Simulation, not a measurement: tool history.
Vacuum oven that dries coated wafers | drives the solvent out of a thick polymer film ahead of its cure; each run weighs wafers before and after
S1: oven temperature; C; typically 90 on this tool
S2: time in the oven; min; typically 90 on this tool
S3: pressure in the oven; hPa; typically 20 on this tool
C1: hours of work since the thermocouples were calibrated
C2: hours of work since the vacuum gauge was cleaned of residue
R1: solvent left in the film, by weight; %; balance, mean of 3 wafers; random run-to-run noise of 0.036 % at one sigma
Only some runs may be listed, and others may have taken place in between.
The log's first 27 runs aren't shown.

run   hour  S1   S2    S3   C1    C2    R1
 28  667.2  97   90    20  108  1374  1.33
 29  688.1  97   90    20  124  1390  1.41
 30    720  97  105  23.8  149  1415  1.29
 31  742.6  94  144  45.1  166  1432  1.68
 32  763.4  90   90    20  182  1448  2.57
 33  796.4  88  147  45.3  208  1474  2.43
 34    820  88  147  45.3  226  1492  2.49
 35  844.1  88  147  45.3  245  1511  2.53
 36  875.1  88   70  44.6  268  1535  4.74
 37  891.9  81  107    20  281  1548     4
 38  906.1  89  117  28.4  292  1558  2.18

What if the next run were any one of these 3? Each begins from the tool's condition after run 38:
  A  921.9  89  115  63.6  305  1571   ?
  B  921.9  85  158    76  305  1571   ?
  C  921.9  89  109  28.4  305  1571   ?

run    R1
  A   3.4
  B  4.08
  C  2.45
Without the tool's hidden state the same runs would have given:
run    R1
  A  3.48
  B  4.15
  C  2.52
